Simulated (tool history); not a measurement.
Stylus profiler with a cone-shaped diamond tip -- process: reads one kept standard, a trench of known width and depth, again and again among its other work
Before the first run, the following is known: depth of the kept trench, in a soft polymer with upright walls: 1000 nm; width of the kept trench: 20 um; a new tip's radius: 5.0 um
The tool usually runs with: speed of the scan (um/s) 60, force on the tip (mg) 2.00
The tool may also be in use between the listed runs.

run     day  speed of the scan (um/s)  force on the tip (mg)  depth of the trench (angstrom)  width of the trench's floor (um)
  1   0.000                        60                   2.00                         10126.2                             13.32
  2   0.475                        60                   2.00                         10126.0                             13.31
  3   1.146                        60                   2.00                         10125.2                             13.38
  4   1.808                        53                   2.00                         10123.5                             13.36
  5   2.158                        53                   2.00                         10125.4                             13.34
  6   2.738                        53                   2.00                         10125.0                             13.30
  7   3.167                        60                   2.00                         10121.4                             13.25
  8   3.500                        60                   2.00                         10121.8                             13.24
  9   4.108                        60                   2.00                         10125.7                             13.30
 10   4.600                       152                   2.00                         10123.6                             12.73
 11   5.033                        60                   2.00                         10119.8                             13.21
 12   5.317                        20                   2.00                         10125.6                             13.47
 13   5.692                        20                   4.35                         10215.2                             13.48
 14   6.050                        60                   5.10                         10241.7                             13.32
 15   6.367                        60                   5.10                         10244.3                             13.29
 16   6.688                       118                   0.89                         10067.4                             12.54
 17   7.188                       118                   0.89                         10064.2                             12.50
 18   7.792                       118                   0.89                         10063.9                             12.51
 19   8.225                       118                   0.89                         10067.9                             12.50
 20   8.858                        42                   0.78                         10055.9                             13.10
 21   9.475                       101                   5.36                         10249.1                             13.13
 22   9.900                       210                   1.02                         10071.9                             11.82
 23  10.533                       210                   1.02                         10067.2                             11.82
 24  10.950                       210                   1.02                         10066.3                             11.82
 25  11.525                        66                   3.83                         10196.6                             13.18
 26  12.150                       126                   2.00                         10119.1                             12.71
 27  12.558                        27                   4.75                         10232.2                             13.32
 28  13.146                        19                   1.37                         10086.8                             13.22
 29  13.696                        24                   1.95                         10116.5                             13.21
 30  14.133                        24                   1.95                         10117.1                             13.19

Selected run-to-run steps in depth of the trench (angstrom), each split into two signed amounts: the part the tool would show with no hidden state at all (from settings, incoming material and random variation), and the remainder, which goes to the hidden state together with any gauge scatter not common to the measured and the hidden-state-free results:
The hidden state here: radius of the tip, um; height scale over the true one, %; drift of the gauge itself on depth_nm, %; drift of the gauge itself on floor_um, %.
Run 2 -> 3: no setting changed, nothing entered. depth of the trench (angstrom) -0.8: hidden state -0.4, all else -0.4.
Run 15 -> 16: speed of the scan (um/s) 60 -> 118, force on the tip (mg) 5.10 -> 0.89. depth of the trench (angstrom) -176.9: hidden state +0.1, all else -177.0.
Run 20 -> 21: speed of the scan (um/s) 42 -> 101, force on the tip (mg) 0.78 -> 5.36. depth of the trench (angstrom) +193.2: hidden state -0.6, all else +193.8.
Run 21 -> 22: speed of the scan (um/s) 101 -> 210, force on the tip (mg) 5.36 -> 1.02. depth of the trench (angstrom) -177.2: hidden state +0.1, all else -177.3.
Run 24 -> 25: speed of the scan (um/s) 210 -> 66, force on the tip (mg) 1.02 -> 3.83. depth of the trench (angstrom) +130.3: hidden state -0.5, all else +130.8.
